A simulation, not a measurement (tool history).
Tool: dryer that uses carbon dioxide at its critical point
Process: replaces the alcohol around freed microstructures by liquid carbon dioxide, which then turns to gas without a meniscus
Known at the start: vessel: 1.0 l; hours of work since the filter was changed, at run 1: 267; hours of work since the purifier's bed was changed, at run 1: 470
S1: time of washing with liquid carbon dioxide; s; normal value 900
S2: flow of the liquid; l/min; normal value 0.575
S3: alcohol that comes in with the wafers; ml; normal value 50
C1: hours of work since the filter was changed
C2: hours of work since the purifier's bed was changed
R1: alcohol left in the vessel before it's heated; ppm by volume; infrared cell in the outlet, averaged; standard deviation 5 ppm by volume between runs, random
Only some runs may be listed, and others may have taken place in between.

run	hour	S1	S2	S3	C1	C2	R1
1	0	900	0.575	50	267	470	168
2	42.1	900	0.575	50	296	499	178
3	87.5	900	0.575	50	328	531	200
4	116.4	900	0.575	50	348	551	196
5	153.2	900	0.512	50	373	576	250
6	199	900	0.366	50	405	608	665
7	221.6	900	0.366	50	421	623	657
8	257.7	900	0.575	27	446	648	212
9	291.3	900	0.575	27	469	672	228
10	325.6	900	0.575	110	493	696	287
11	349.3	900	0.575	110	509	712	291
12	373.6	900	0.705	50	526	729	226
13	400.3	900	0.873	50	545	747	231
14	427.8	600	0.575	50	564	766	624
15	449.3	600	0.575	50	579	781	657
# hour 471.7: inlet filter changed
16	483	600	0.575	50	8	804	483
# hour 497.9: purifier's bed changed
17	532.8	600	0.575	64	40	24	342
18	565.4	900	0.575	50	63	47	39
19	593.6	900	0.575	50	82	66	36
20	638.8	900	0.575	50	114	98	52
21	684.4	900	0.575	50	145	129	60
22	704	900	0.575	50	159	143	68
23	739.1	900	0.575	46	183	167	77
24	782.5	900	0.575	46	213	197	86
25	814.3	720	0.54	46	235	219	213
26	851.9	720	0.54	46	261	245	235
27	872.7	900	0.923	50	276	260	84
28	914.9	660	0.786	95	305	289	132
29	946.6	660	0.786	95	327	311	140
30	990.7	660	0.786	31	357	341	124
31	1022.4	1140	0.364	39	379	363	210
32	1054.6	1140	0.379	39	402	386	194
33	1100.9	1200	0.817	47	434	418	130
34	1142.7	1200	0.817	47	463	447	146
35	1189.8	600	0.453	47	495	479	1122
36	1221	600	0.453	47	517	501	1174
37	1268.2	900	0.609	47	550	534	188
38	1310.5	900	0.658	117	579	563	197
# hour 1333.3: inlet filter changed
39	1343.4	540	0.56	42	7	585	579
40	1385.8	660	0.852	29	36	614	184
41	1410.7	900	0.448	31	54	632	259
42	1440.3	900	0.448	31	74	652	270
43	1463	900	0.448	31	90	668	260
44	1486.4	900	0.511	25	106	684	234
45	1518.8	1320	0.39	61	129	707	242
46	1538.8	1260	0.77	21	142	720	228
47	1585.9	1260	0.77	21	175	753	232
48	1624.6	600	0.368	50	202	780	2194

Selected run-to-run steps in R1, each split into two signed amounts: the part the tool would show with no hidden state at all (from settings, incoming material and random variation), and the remainder, which goes to the hidden state together with any gauge scatter not common to the measured and the hidden-state-free results:
Hidden state at play: flow that reaches the vessel past the clogged filter, %; alcohol in the recycled carbon dioxide, ppm; drift of the gauge itself on alcohol_ppm, %.
Run 16 -> 17: S3 50 -> 64, purifier's bed changed. R1 -141 ppm by volume: hidden state -224, all else +83.
Run 34 -> 35: S1 1200 -> 600, S2 0.817 -> 0.453. R1 +976 ppm by volume: hidden state +284, all else +692.
Run 36 -> 37: S1 600 -> 900, S2 0.453 -> 0.609. R1 -986 ppm by volume: hidden state -280, all else -706.
Run 47 -> 48: S1 1260 -> 600, S2 0.77 -> 0.368, S3 21 -> 50. R1 +1962 ppm by volume: hidden state +216, all else +1746.
